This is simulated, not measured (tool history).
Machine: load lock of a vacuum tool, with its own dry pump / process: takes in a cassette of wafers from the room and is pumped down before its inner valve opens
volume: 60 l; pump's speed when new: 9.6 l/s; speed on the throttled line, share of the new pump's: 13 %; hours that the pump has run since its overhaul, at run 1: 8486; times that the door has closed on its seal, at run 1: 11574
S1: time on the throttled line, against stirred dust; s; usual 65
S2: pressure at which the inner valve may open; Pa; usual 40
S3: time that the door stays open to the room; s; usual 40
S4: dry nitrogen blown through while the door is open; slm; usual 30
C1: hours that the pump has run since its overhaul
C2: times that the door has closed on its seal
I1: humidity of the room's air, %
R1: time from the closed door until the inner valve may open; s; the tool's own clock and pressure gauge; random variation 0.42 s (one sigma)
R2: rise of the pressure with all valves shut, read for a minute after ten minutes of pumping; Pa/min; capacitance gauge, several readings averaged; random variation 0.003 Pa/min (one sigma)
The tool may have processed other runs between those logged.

run    hour   S1  S2   S3  S4    C1     C2    I1     R1     R2
  1       0   65  40   40  30  8486  11574  44.9  109.4  0.191
  2   101.2   65  40   40  30  8588  11936  45.2  110.2  0.189
  3   192.7   65  40   40  17  8679  12263    42  110.2    0.2
  4   237.4   65  40   40  17  8724  12423  44.4  109.9  0.202
  5   346.1   65  40   40  30  8832  12812  48.3  109.5  0.216
  6   422.5   65  60   40  30  8909  13085  43.1  106.6  0.216
  7   489.9   65  40   40  30  8976  13326  47.9  109.6  0.226
  8   579.7   65  40   40  30  9066  13648  45.1    110  0.229
  9   681.1   65  40   40  30  9167  14010  43.1  110.6  0.239
 10   776.2   65  40   75  30  9263  14351  48.6  110.8  0.258
 11   843.2   43  40   40  30  9330  14590  46.2   92.2  0.257
 12   911.3   65  40   40  32  9398  14834  41.2  110.7  0.249
 13   968.3   65  40   40  32  9455  15038  42.5  110.1  0.266
 14  1036.3   65  40   83  32  9523  15281  48.8  110.6  0.274
 15  1130.3   38  40   40  30  9617  15617  43.9   86.9  0.285
 16  1235.4   38  40   40  30  9722  15993  43.4   87.2  0.286
 17  1284.9   41  40   40  30  9771  16170  43.9   89.9  0.293
 18  1335.2   65  40   40  30  9821  16350  44.6  110.8  0.299
     1399.8  -- dry pump taken out, an overhauled one fitted
 19  1399.8   65  40   40  30     0  16560  44.4  106.2  0.311
 20  1460.7   65  40   40  30    61  16778  46.8  106.2  0.307
 21  1534.6   69  40   40  30   135  17042  46.2  110.1   0.32
 22  1606.1  107  34   25  14   206  17298  43.4  144.4  0.328
 23  1715.5   65  65  121   9   316  17689  44.9  102.4  0.384
 24  1808.3   65  65  121   9   408  18021  45.7  103.2   0.39
 25  1908.9   65  65  121   9   509  18381  49.5  103.4  0.412
 26  1967.2   80  40   40  30   567  18590  45.5  120.6  0.365
 27  2046.6   79  30   40  40   647  18874  47.8  120.2  0.376
 28  2153.5   45  29   40  30   754  19256  47.6   91.3  0.382
 29  2252.5   45  49  131  30   853  19610  46.2   88.5  0.402
 30    2358   65  36   40  30   958  19987  43.2  106.8  0.406
 31  2434.7   88  65   26   7  1035  20262  43.6  123.4  0.425
 32  2486.9  114  40   40  30  1087  20449  50.1  148.9  0.426
 33  2553.6   63  40   46  30  1154  20687  44.1  104.5  0.432
 34  2659.6   63  33   46  30  1260  21066  45.4  106.4  0.438
 35  2766.9   63  33   46  30  1367  21450  41.9  106.6  0.454
 36  2865.3   65  66  122  30  1466  21803    40  103.5  0.486
 37  2954.9   79  61   40   7  1555  22123  48.3  116.6  0.498

How would selected steps in R1 from run to run divide? Give the signed amount a tool lacking its hidden state would still show from settings, what came in and random variation, and the signed amount left for the hidden state, including any gauge scatter that is not in both of the compared results.
Hidden state present: pump's speed, % of a new pump's; leak at the door's seal, Pa l/s; drift of the gauge itself on ready_s, %; drift of the gauge itself on rise_pa_min, %.
Run 6 -> 7: S2 60 -> 40. R1 +3 s: hidden state +0.3, all else +2.7.
Run 14 -> 15: S1 65 -> 38, S3 83 -> 40, S4 32 -> 30. R1 -23.7 s: hidden state +0.4, all else -24.1.
Run 18 -> 19: dry pump taken out, an overhauled one fitted. R1 -4.6 s: hidden state -4.3, all else -0.3.
Run 21 -> 22: S1 69 -> 107, S2 40 -> 34, S3 40 -> 25, S4 30 -> 14. R1 +34.3 s: hidden state +0.1, all else +34.2.
Run 22 -> 23: S1 107 -> 65, S2 34 -> 65, S3 25 -> 121, S4 14 -> 9. R1 -42 s: hidden state +0, all else -42.
Run 32 -> 33: S1 114 -> 63, S3 40 -> 46. R1 -44.4 s: hidden state +0.1, all else -44.5.
